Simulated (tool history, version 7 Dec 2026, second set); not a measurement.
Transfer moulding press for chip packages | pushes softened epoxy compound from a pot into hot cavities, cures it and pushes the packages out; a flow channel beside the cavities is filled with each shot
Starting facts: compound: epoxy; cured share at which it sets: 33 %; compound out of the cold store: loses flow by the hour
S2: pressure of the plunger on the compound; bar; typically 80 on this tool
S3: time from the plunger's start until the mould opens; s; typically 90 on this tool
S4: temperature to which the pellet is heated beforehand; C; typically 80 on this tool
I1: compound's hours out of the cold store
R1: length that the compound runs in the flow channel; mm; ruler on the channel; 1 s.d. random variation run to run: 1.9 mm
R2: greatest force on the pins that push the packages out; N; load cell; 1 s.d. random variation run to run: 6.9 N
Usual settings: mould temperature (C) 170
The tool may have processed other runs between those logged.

run 1 hour=0 | mould_temperature_(C)=170 S2=80 S3=90 S4=80 | I1=13.3 | R1=963 R2=288
run 2 hour=23 | mould_temperature_(C)=170 S2=80 S3=90 S4=80 | I1=27.1 | R1=890 R2=267
run 3 hour=37 | mould_temperature_(C)=170 S2=80 S3=90 S4=80 | I1=14.4 | R1=962 R2=278
-- hour=43.5 mould's thermocouples calibrated
run 4 hour=50.4 | mould_temperature_(C)=170 S2=80 S3=90 S4=83 | I1=20.1 | R1=931 R2=270
-- hour=55.4 cavities cleaned with cleaning compound and waxed
-- hour=68.1 plunger's sealing rings changed
run 5 hour=72.3 | mould_temperature_(C)=170 S2=80 S3=90 S4=87 | I1=11.2 | R1=977 R2=272
run 6 hour=89.4 | mould_temperature_(C)=173 S2=80 S3=90 S4=80 | I1=26 | R1=879 R2=226
-- hour=110.6 cavities cleaned with cleaning compound and waxed
run 7 hour=114.7 | mould_temperature_(C)=173 S2=80 S3=90 S4=80 | I1=28.5 | R1=868 R2=221
run 8 hour=127.7 | mould_temperature_(C)=173 S2=80 S3=90 S4=80 | I1=41.1 | R1=808 R2=227
run 9 hour=152.8 | mould_temperature_(C)=170 S2=75.6 S3=90 S4=80 | I1=28.4 | R1=861 R2=270
-- hour=163.7 cavities cleaned with cleaning compound and waxed
run 10 hour=175.1 | mould_temperature_(C)=167 S2=80 S3=118 S4=82 | I1=28.9 | R1=898 R2=210
run 11 hour=194.3 | mould_temperature_(C)=170 S2=80 S3=87 S4=84 | I1=17.5 | R1=947 R2=305
run 12 hour=205.6 | mould_temperature_(C)=165 S2=71.9 S3=98 S4=70 | I1=18 | R1=918 R2=346
-- hour=216.6 cavities cleaned with cleaning compound and waxed
run 13 hour=231 | mould_temperature_(C)=165 S2=71.9 S3=98 S4=70 | I1=42.8 | R1=792 R2=313
run 14 hour=242.6 | mould_temperature_(C)=168 S2=92.6 S3=104 S4=74 | I1=27.1 | R1=973 R2=242
run 15 hour=256.4 | mould_temperature_(C)=168 S2=79 S3=117 S4=74 | I1=24.5 | R1=912 R2=216
-- hour=270 cavities cleaned with cleaning compound and waxed
run 16 hour=282.8 | mould_temperature_(C)=169 S2=79 S3=117 S4=83 | I1=46.2 | R1=796 R2=203

3 ways to go on from here, each from the tool as it stands after run 16. What would each give?
run A hour=307.9 | mould_temperature_(C)=166 S2=76.1 S3=90 S4=89 | I1=36.9 | R1=? R2=?
run B hour=307.9 | mould_temperature_(C)=166 S2=98.8 S3=117 S4=83 | I1=37.1 | R1=? R2=?
run C hour=307.9 | mould_temperature_(C)=169 S2=79 S3=80 S4=79 | I1=20.7 | R1=? R2=?

run=A R1=838 R2=355
run=B R1=956 R2=211
run=C R1=926 R2=385
With no hidden state in the tool, these same runs would have given:
run=A R1=838 R2=350
run=B R1=957 R2=208
run=C R1=927 R2=380

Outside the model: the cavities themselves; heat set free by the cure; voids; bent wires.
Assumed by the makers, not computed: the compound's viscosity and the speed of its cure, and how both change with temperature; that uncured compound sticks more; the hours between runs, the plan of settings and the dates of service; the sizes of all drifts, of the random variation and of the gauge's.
